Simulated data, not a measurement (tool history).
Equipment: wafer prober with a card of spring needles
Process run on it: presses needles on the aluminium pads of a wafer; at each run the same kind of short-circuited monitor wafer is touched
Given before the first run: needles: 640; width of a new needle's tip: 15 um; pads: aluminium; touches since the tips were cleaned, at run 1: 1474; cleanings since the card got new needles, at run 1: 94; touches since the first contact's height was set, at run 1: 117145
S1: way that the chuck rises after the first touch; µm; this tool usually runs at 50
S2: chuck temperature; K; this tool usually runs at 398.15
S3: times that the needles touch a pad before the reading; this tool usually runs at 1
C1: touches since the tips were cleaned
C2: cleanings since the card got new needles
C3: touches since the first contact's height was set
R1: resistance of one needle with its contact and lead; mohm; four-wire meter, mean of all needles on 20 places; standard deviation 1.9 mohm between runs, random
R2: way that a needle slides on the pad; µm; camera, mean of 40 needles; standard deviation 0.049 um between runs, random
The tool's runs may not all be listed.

run,hour,S1,S2,S3,C1,C2,C3,R1,R2
1,0,50,398.15,1,1474,94,117145,235,8.33
# hour 8.7: tips cleaned on abrasive film
2,16.6,50,398.15,2,2919,95,123245,237,8.41
# hour 20.1: tips cleaned on abrasive film
# hour 30.6: tips cleaned on abrasive film
3,38.3,50,398.15,2,2847,97,131212,233,8.33
# hour 42.6: tips cleaned on abrasive film
# hour 53.1: tips cleaned on abrasive film
4,58.1,50,398.15,1,1848,99,138440,246,8.3
# hour 62.5: height of the first contact set anew
# hour 64.9: tips cleaned on abrasive film
# hour 77.4: tips cleaned on abrasive film
5,84.3,50,398.15,1,2580,101,8014,247,8.83
# hour 88.1: tips cleaned on abrasive film
# hour 99.1: tips cleaned on abrasive film
6,106.8,50,398.15,1,2842,103,16244,247,8.78
# hour 111.4: tips cleaned on abrasive film
# hour 122.1: tips cleaned on abrasive film
# hour 133: tips cleaned on abrasive film
7,133,50,398.15,1,0,106,25827,211,8.75
# hour 144.3: tips cleaned on abrasive film
# hour 155.8: tips cleaned on abrasive film
8,158.6,50,398.15,1,1019,108,35198,229,8.84
# hour 167.7: tips cleaned on abrasive film
# hour 179.2: tips cleaned on abrasive film
9,182.3,50,398.15,1,1132,110,43901,234,8.62
# hour 191: tips cleaned on abrasive film
# hour 201.8: tips cleaned on abrasive film
10,204.5,50,398.15,1,1005,112,52043,233,8.6
# hour 213.1: tips cleaned on abrasive film
# hour 223.8: tips cleaned on abrasive film
11,231.2,50,398.15,1,2773,114,61853,250,8.64
# hour 235.2: tips cleaned on abrasive film
# hour 247.6: tips cleaned on abrasive film
# hour 258.6: tips cleaned on abrasive film
12,258.6,50,398.15,1,0,117,71845,214,8.62
# hour 270.6: tips cleaned on abrasive film
13,272.9,50,398.15,1,862,118,77117,224,8.61
# hour 282.1: tips cleaned on abrasive film
14,287.5,50,398.15,1,1997,119,82483,248,8.49
# hour 292.8: tips cleaned on abrasive film
15,302.5,50,398.15,1,3576,120,87967,265,8.47
# hour 304.4: tips cleaned on abrasive film
# hour 316.5: tips cleaned on abrasive film
16,317.3,50,398.15,1,291,122,93368,217,8.44
# hour 327.1: tips cleaned on abrasive film
# hour 338.1: tips cleaned on abrasive film
17,340.3,50,398.15,1,799,124,101795,228,8.49
# hour 349.3: tips cleaned on abrasive film
# hour 361.1: tips cleaned on abrasive film
18,364.9,44,315.15,2,1408,126,110840,225,7.34
# hour 372.2: tips cleaned on abrasive film
19,379.4,50,337.15,1,2658,127,116138,241,8.4
# hour 383.2: tips cleaned on abrasive film
# hour 393.9: tips cleaned on abrasive film
20,395.7,46,397.15,3,653,129,122096,216,7.55
# hour 404.5: tips cleaned on abrasive film
21,412.8,50,398.15,2,3051,130,128375,245,8.36
# hour 415.3: tips cleaned on abrasive film
# hour 426.2: tips cleaned on abrasive film
22,429.5,43,299.15,3,1192,132,134475,207,7.09
# hour 438.9: tips cleaned on abrasive film
# hour 445.1: height of the first contact set anew
# hour 450.4: tips cleaned on abrasive film
23,454.3,43,299.15,2,1452,134,3366,222,7.56
# hour 461.5: tips cleaned on abrasive film
# hour 472.5: tips cleaned on abrasive film
24,479.4,37,343.15,2,2567,136,12580,254,6.52
# hour 484.1: tips cleaned on abrasive film
# hour 495.5: tips cleaned on abrasive film
25,503.9,37,343.15,2,3122,138,21573,261,6.43
# hour 506: tips cleaned on abrasive film
# hour 517.7: tips cleaned on abrasive film
# hour 529.1: tips cleaned on abrasive film
26,530.4,37,343.15,2,496,141,31246,219,6.44
# hour 540.7: tips cleaned on abrasive film
27,544.7,37,343.15,2,1491,142,36503,236,6.41
# hour 552.4: tips cleaned on abrasive film
28,562.6,50,338.15,2,3742,143,43063,234,8.78
# hour 564.4: tips cleaned on abrasive film
# hour 575.8: tips cleaned on abrasive film
# hour 587.1: tips cleaned on abrasive film
29,587.1,42,398.15,1,0,146,52045,221,7.14
# hour 598.7: tips cleaned on abrasive film
30,602.5,59,334.15,1,1401,147,57670,215,10.21
# hour 609.9: tips cleaned on abrasive film
31,616.3,37,369.15,1,2379,148,62751,289,6.32

The logged runs with the hidden state left out (each run's random variation unchanged):
The hidden state here: debris on the tips, nm; way that the needles fall short of the set height, um; tips' diameter, um; drift of the gauge itself on contact_mohm, %; drift of the gauge itself on scrub_um, %.
run,R1,R2
1,202,8.78
2,201,8.89
3,200,8.83
4,202,8.83
5,201,8.86
6,200,8.85
7,202,8.87
8,201,9.01
9,203,8.82
10,203,8.82
11,199,8.9
12,205,8.92
13,200,8.93
14,203,8.82
15,203,8.82
16,200,8.82
17,203,8.91
18,190,7.79
19,187,8.87
20,201,8.05
21,204,8.87
22,185,7.63
23,187,7.58
24,196,6.57
25,196,6.52
26,196,6.56
27,194,6.56
28,192,8.94
29,207,7.37
30,184,10.45
31,199,6.58

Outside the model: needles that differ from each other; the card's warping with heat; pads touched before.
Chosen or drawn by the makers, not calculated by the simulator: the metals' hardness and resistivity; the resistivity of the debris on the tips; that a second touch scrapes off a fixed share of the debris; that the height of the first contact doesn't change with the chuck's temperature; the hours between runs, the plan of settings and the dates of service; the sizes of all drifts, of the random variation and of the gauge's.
